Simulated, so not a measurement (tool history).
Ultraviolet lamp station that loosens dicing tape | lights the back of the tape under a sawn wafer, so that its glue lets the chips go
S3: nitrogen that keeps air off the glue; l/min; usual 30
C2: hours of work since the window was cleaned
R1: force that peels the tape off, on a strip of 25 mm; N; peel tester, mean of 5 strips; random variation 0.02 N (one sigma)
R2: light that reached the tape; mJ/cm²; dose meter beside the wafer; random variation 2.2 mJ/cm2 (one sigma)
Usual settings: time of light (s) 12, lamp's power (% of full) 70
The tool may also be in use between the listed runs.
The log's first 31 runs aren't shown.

{"run": 32, "hour": 409.7, "time of light (s)": 16, "lamp's power (% of full)": 70, "S3": 12, "hours of work of the lamp": 474, "C2": 98, "R1": 1.236, "R2": 238}
{"run": 33, "hour": 423.6, "time of light (s)": 12, "lamp's power (% of full)": 61, "S3": 30, "hours of work of the lamp": 480, "C2": 104, "R1": 1.372, "R2": 159}
{"run": 34, "hour": 431.7, "time of light (s)": 16, "lamp's power (% of full)": 78, "S3": 34, "hours of work of the lamp": 483, "C2": 108, "R1": 0.469, "R2": 271}
{"run": 35, "hour": 444.7, "time of light (s)": 21, "lamp's power (% of full)": 73, "S3": 14, "hours of work of the lamp": 489, "C2": 114, "R1": 0.612, "R2": 325}
{"run": 36, "hour": 461.4, "time of light (s)": 21, "lamp's power (% of full)": 73, "S3": 14, "hours of work of the lamp": 497, "C2": 121, "R1": 0.608, "R2": 325}
{"run": 37, "hour": 478.1, "time of light (s)": 17, "lamp's power (% of full)": 70, "S3": 30, "hours of work of the lamp": 504, "C2": 129, "R1": 0.568, "R2": 254}
{"run": 38, "hour": 493.5, "time of light (s)": 13, "lamp's power (% of full)": 80, "S3": 27, "hours of work of the lamp": 511, "C2": 135, "R1": 0.808, "R2": 224}
{"run": 39, "hour": 502.7, "time of light (s)": 17, "lamp's power (% of full)": 80, "S3": 14, "hours of work of the lamp": 515, "C2": 140, "R1": 0.789, "R2": 289}
{"run": 40, "hour": 513.3, "time of light (s)": 15, "lamp's power (% of full)": 70, "S3": 40, "hours of work of the lamp": 520, "C2": 144, "R1": 0.639, "R2": 225}
{"run": 41, "hour": 523.7, "time of light (s)": 12, "lamp's power (% of full)": 70, "S3": 14, "hours of work of the lamp": 524, "C2": 149, "R1": 1.87, "R2": 176}
{"run": 42, "hour": 536.4, "time of light (s)": 21, "lamp's power (% of full)": 70, "S3": 48, "hours of work of the lamp": 530, "C2": 155, "R1": 0.327, "R2": 311}
{"run": 43, "hour": 552.2, "time of light (s)": 21, "lamp's power (% of full)": 70, "S3": 48, "hours of work of the lamp": 537, "C2": 162, "R1": 0.326, "R2": 312}
{"run": 44, "hour": 561.5, "time of light (s)": 22, "lamp's power (% of full)": 70, "S3": 9, "hours of work of the lamp": 541, "C2": 166, "R1": 0.882, "R2": 326}

3 ways to go on from here, each from the tool as it stands after run 44. What would each give?
{"run": "A", "hour": 576.1, "time of light (s)": 9, "lamp's power (% of full)": 70, "S3": 11, "hours of work of the lamp": 548, "C2": 172, "R1": "?", "R2": "?"}
{"run": "B", "hour": 576.1, "time of light (s)": 20, "lamp's power (% of full)": 70, "S3": 40, "hours of work of the lamp": 548, "C2": 172, "R1": "?", "R2": "?"}
{"run": "C", "hour": 576.1, "time of light (s)": 22, "lamp's power (% of full)": 62, "S3": 9, "hours of work of the lamp": 548, "C2": 172, "R1": "?", "R2": "?"}

run=A R1=2.978 R2=138
run=B R1=0.345 R2=300
run=C R1=1.073 R2=286
Without the tool's hidden state the same runs would have given:
run=A R1=2.67 R2=151
run=B R1=0.302 R2=330
run=C R1=0.894 R2=315
